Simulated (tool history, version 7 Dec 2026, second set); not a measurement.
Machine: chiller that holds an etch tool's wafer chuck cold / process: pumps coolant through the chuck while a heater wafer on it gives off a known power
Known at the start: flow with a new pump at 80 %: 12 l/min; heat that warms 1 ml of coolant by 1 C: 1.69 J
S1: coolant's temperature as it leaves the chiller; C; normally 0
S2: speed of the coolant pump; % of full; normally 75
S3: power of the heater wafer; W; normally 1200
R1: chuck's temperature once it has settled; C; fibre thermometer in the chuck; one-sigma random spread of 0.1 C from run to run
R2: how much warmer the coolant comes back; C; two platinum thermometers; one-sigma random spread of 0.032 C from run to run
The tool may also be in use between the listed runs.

run,hour,S1,S2,S3,R1,R2
1,0.0,0,75,1200,8.6,3.79
2,127.7,0,75,1200,8.6,3.77
3,255.6,0,75,1200,8.7,3.79
4,411.0,0,75,1200,8.7,3.75
5,513.9,0,75,1200,8.7,3.75
6,606.8,0,75,1200,8.6,3.78
7,694.7,0,75,1052,7.6,3.32
8,821.2,0,75,1052,7.7,3.34
9,930.5,0,75,1052,7.9,3.31
10,1039.0,0,75,1052,7.6,3.33
11,1120.6,-5,75,1200,3.7,3.82
12,1220.7,-5,75,1200,3.8,3.75
13,1307.2,-8,75,1200,0.6,3.79
14,1427.1,4,65,1583,16.4,5.70
15,1554.5,4,65,1583,16.4,5.79
16,1640.7,3,99,711,7.5,1.73
17,1808.0,3,99,711,7.3,1.76
18,1972.1,3,98,711,7.4,1.72
19,2051.1,8,61,923,15.5,3.57
20,2200.4,7,66,1356,17.5,4.90
21,2312.1,0,97,1612,10.2,4.02
22,2402.5,0,97,1612,10.1,3.98
23,2485.0,-1,65,638,4.0,2.31
24,2561.7,-3,85,638,1.2,1.80
25,2699.1,0,92,1200,7.8,3.12
26,2775.6,0,92,1200,7.7,3.08

Taken out of this log: 1 entry between the listed runs. Where each belongs, and how the hidden state differs across it:
Logged between run 16 and run 17: chiller's thermometer calibrated (hour 1721.0)
  heat passed by the chuck's channels, % of clean ones': 99.7 -> 99.6; coolant's true temperature over the reading, C: 0.02 -> 0

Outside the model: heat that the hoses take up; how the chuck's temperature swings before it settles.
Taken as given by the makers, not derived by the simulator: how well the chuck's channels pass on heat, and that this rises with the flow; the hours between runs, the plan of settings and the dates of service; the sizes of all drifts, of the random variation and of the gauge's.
